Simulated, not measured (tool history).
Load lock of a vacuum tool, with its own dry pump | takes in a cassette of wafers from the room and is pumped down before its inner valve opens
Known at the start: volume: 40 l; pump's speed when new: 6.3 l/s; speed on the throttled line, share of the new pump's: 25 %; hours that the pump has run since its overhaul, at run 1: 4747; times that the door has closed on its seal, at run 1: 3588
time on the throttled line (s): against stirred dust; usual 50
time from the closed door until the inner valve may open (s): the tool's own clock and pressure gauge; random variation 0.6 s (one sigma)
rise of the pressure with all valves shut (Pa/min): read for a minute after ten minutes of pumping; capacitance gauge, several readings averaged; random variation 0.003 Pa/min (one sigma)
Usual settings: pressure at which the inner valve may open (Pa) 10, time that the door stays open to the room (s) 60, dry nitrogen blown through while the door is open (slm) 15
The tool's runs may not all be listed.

| run | hour | time on the throttled line (s) | pressure at which the inner valve may open (Pa) | time that the door stays open to the room (s) | dry nitrogen blown through while the door is open (slm) | hours that the pump has run since its overhaul | times that the door has closed on its seal | incoming humidity of the room's air, % | time from the closed door until the inner valve may open (s) | rise of the pressure with all valves shut (Pa/min) |
|---|---|---|---|---|---|---|---|---|---|---|
| 1 | 0.0 | 50 | 10 | 60 | 15 | 4747 | 3588 | 44.5 | 98.5 | 0.048 |
| 2 | 129.3 | 50 | 10 | 60 | 15 | 4876 | 3891 | 47.6 | 98.2 | 0.057 |
| 3 | 249.5 | 50 | 11 | 60 | 15 | 4996 | 4172 | 43.4 | 98.0 | 0.054 |
| 4 | 307.9 | 50 | 11 | 60 | 15 | 5054 | 4309 | 46.2 | 96.5 | 0.061 |
| 5 | 363.0 | 50 | 11 | 60 | 15 | 5110 | 4438 | 43.0 | 96.4 | 0.052 |
| 6 | 427.7 | 50 | 8 | 60 | 15 | 5174 | 4589 | 40.8 | 99.9 | 0.053 |
| 7 | 506.1 | 50 | 10 | 60 | 15 | 5253 | 4773 | 40.1 | 99.9 | 0.057 |
| 8 | 592.0 | 50 | 10 | 60 | 15 | 5339 | 4974 | 43.6 | 97.6 | 0.058 |
| 9 | 670.9 | 50 | 10 | 60 | 15 | 5417 | 5158 | 50.0 | 98.6 | 0.067 |
| 10 | 776.5 | 50 | 10 | 60 | 37 | 5523 | 5405 | 46.3 | 98.2 | 0.049 |
| 11 | 859.9 | 50 | 10 | 60 | 44 | 5606 | 5601 | 43.3 | 98.6 | 0.048 |
| 12 | 959.2 | 45 | 10 | 60 | 44 | 5706 | 5833 | 46.3 | 93.8 | 0.051 |
| 13 | 1030.2 | 45 | 10 | 60 | 44 | 5777 | 5999 | 45.5 | 95.4 | 0.051 |
| 14 | 1108.3 | 45 | 10 | 60 | 44 | 5855 | 6182 | 45.1 | 94.1 | 0.050 |
| 15 | 1182.4 | 50 | 10 | 60 | 5 | 5929 | 6355 | 44.4 | 98.0 | 0.090 |
| 16 | 1305.1 | 50 | 10 | 60 | 15 | 6052 | 6642 | 45.1 | 99.6 | 0.072 |
| 17 | 1383.9 | 50 | 19 | 60 | 15 | 6130 | 6827 | 46.0 | 94.6 | 0.072 |
| 18 | 1449.3 | 50 | 10 | 60 | 15 | 6196 | 6980 | 44.7 | 99.9 | 0.069 |

Run 19 comes next. What will it give?
| 19 | 1575.8 | 50 | 10 | 60 | 15 | 6322 | 7276 | 45.8 | ? | ? |

Run 19 gave time from the closed door until the inner valve may open (s) 99.1, rise of the pressure with all valves shut (Pa/min) 0.074.
Without the tool's hidden state the same run would have given time from the closed door until the inner valve may open (s) 96.6, rise of the pressure with all valves shut (Pa/min) 0.032.

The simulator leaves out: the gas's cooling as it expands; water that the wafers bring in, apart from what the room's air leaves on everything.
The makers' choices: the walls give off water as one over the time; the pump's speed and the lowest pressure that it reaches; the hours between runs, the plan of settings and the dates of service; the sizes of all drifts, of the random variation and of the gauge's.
